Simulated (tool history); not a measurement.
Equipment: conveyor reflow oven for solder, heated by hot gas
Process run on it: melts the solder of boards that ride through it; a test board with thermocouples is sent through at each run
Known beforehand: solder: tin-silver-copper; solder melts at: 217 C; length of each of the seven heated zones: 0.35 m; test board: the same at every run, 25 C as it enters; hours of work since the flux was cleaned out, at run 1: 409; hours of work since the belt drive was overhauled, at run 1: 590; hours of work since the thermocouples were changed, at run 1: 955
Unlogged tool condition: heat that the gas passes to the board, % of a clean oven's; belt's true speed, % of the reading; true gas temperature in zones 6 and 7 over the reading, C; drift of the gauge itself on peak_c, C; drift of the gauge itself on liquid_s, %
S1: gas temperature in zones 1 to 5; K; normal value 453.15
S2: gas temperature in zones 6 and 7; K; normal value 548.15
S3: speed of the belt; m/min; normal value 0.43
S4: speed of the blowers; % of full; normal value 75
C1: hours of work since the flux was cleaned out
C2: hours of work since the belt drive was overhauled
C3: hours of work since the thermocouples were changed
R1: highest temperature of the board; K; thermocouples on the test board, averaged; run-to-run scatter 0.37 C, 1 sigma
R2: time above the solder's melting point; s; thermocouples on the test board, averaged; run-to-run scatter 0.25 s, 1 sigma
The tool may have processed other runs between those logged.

{"run": 1, "hour": 0.0, "S1": 453.15, "S2": 548.15, "S3": 0.43, "S4": 75, "C1": 409, "C2": 590, "C3": 955, "R1": 531.05, "R2": 81.8}
{"run": 2, "hour": 14.8, "S1": 453.15, "S2": 548.15, "S3": 0.43, "S4": 75, "C1": 417, "C2": 599, "C3": 964, "R1": 531.85, "R2": 81.9}
{"run": 3, "hour": 41.5, "S1": 453.15, "S2": 548.15, "S3": 0.43, "S4": 75, "C1": 433, "C2": 614, "C3": 979, "R1": 531.45, "R2": 81.7}
{"run": 4, "hour": 56.2, "S1": 453.15, "S2": 548.15, "S3": 0.43, "S4": 75, "C1": 441, "C2": 623, "C3": 987, "R1": 532.15, "R2": 81.9}
{"run": 5, "hour": 73.3, "S1": 453.15, "S2": 548.15, "S3": 0.43, "S4": 75, "C1": 451, "C2": 632, "C3": 997, "R1": 531.55, "R2": 81.5}
{"run": 6, "hour": 89.0, "S1": 453.15, "S2": 536.15, "S3": 0.43, "S4": 75, "C1": 460, "C2": 641, "C3": 1006, "R1": 520.85, "R2": 72.2}
{"hour": 99.7, "done": "flux residue cleaned out of gas plates and filters"}
{"run": 7, "hour": 114.6, "S1": 453.15, "S2": 536.15, "S3": 0.43, "S4": 75, "C1": 9, "C2": 653, "C3": 1018, "R1": 518.25, "R2": 69.1}
{"run": 8, "hour": 141.9, "S1": 453.15, "S2": 536.15, "S3": 0.43, "S4": 75, "C1": 24, "C2": 669, "C3": 1034, "R1": 517.95, "R2": 68.8}
{"run": 9, "hour": 161.4, "S1": 453.15, "S2": 536.15, "S3": 0.43, "S4": 75, "C1": 35, "C2": 680, "C3": 1045, "R1": 517.95, "R2": 68.9}
{"run": 10, "hour": 173.5, "S1": 453.15, "S2": 536.15, "S3": 0.43, "S4": 75, "C1": 42, "C2": 687, "C3": 1052, "R1": 517.65, "R2": 68.8}
{"run": 11, "hour": 196.1, "S1": 453.15, "S2": 536.15, "S3": 0.43, "S4": 75, "C1": 55, "C2": 700, "C3": 1065, "R1": 517.95, "R2": 68.6}
{"run": 12, "hour": 212.4, "S1": 453.15, "S2": 536.15, "S3": 0.43, "S4": 75, "C1": 65, "C2": 710, "C3": 1074, "R1": 517.85, "R2": 68.8}
{"run": 13, "hour": 224.8, "S1": 451.15, "S2": 554.15, "S3": 0.43, "S4": 86, "C1": 72, "C2": 717, "C3": 1081, "R1": 534.65, "R2": 83}
{"hour": 240.4, "done": "flux residue cleaned out of gas plates and filters, once more"}
{"run": 14, "hour": 248.6, "S1": 451.15, "S2": 554.15, "S3": 0.43, "S4": 86, "C1": 5, "C2": 727, "C3": 1092, "R1": 539.85, "R2": 87.7}
{"run": 15, "hour": 270.3, "S1": 451.15, "S2": 556.15, "S3": 0.452, "S4": 72, "C1": 17, "C2": 740, "C3": 1105, "R1": 537.95, "R2": 81.1}
{"run": 16, "hour": 293.0, "S1": 457.15, "S2": 548.15, "S3": 0.426, "S4": 75, "C1": 30, "C2": 753, "C3": 1118, "R1": 534.65, "R2": 87}
{"run": 17, "hour": 321.9, "S1": 453.15, "S2": 548.15, "S3": 0.43, "S4": 69, "C1": 47, "C2": 770, "C3": 1134, "R1": 532.05, "R2": 83}
{"run": 18, "hour": 346.3, "S1": 443.15, "S2": 554.15, "S3": 0.43, "S4": 64, "C1": 61, "C2": 784, "C3": 1148, "R1": 535.05, "R2": 80.5}
{"run": 19, "hour": 368.8, "S1": 444.15, "S2": 556.15, "S3": 0.43, "S4": 80, "C1": 74, "C2": 797, "C3": 1161, "R1": 539.35, "R2": 84.1}
{"run": 20, "hour": 390.1, "S1": 444.15, "S2": 551.15, "S3": 0.43, "S4": 80, "C1": 86, "C2": 809, "C3": 1174, "R1": 535.55, "R2": 81.3}
{"run": 21, "hour": 415.5, "S1": 444.15, "S2": 551.15, "S3": 0.43, "S4": 80, "C1": 101, "C2": 823, "C3": 1188, "R1": 535.55, "R2": 81}
{"run": 22, "hour": 436.6, "S1": 444.15, "S2": 551.15, "S3": 0.43, "S4": 80, "C1": 113, "C2": 835, "C3": 1200, "R1": 535.45, "R2": 81.1}
{"run": 23, "hour": 460.6, "S1": 468.15, "S2": 551.15, "S3": 0.442, "S4": 64, "C1": 127, "C2": 849, "C3": 1214, "R1": 535.45, "R2": 90.1}

The logged runs with the hidden state left out (each run's random variation unchanged):
run=1 R1=534.55 R2=84.1
run=2 R1=535.45 R2=84.3
run=3 R1=535.15 R2=84.2
run=4 R1=535.85 R2=84.4
run=5 R1=535.35 R2=84.1
run=6 R1=524.45 R2=76
run=7 R1=523.95 R2=76.2
run=8 R1=523.85 R2=76.1
run=9 R1=523.85 R2=76.3
run=10 R1=523.55 R2=76.3
run=11 R1=523.95 R2=76.2
run=12 R1=523.95 R2=76.6
run=13 R1=541.75 R2=87.6
run=14 R1=541.35 R2=87.8
run=15 R1=539.45 R2=81.3
run=16 R1=536.25 R2=87.3
run=17 R1=533.75 R2=83.4
run=18 R1=536.85 R2=81.1
run=19 R1=541.25 R2=84.5
run=20 R1=537.55 R2=82
run=21 R1=537.75 R2=81.7
run=22 R1=537.65 R2=81.9
run=23 R1=537.55 R2=90.4
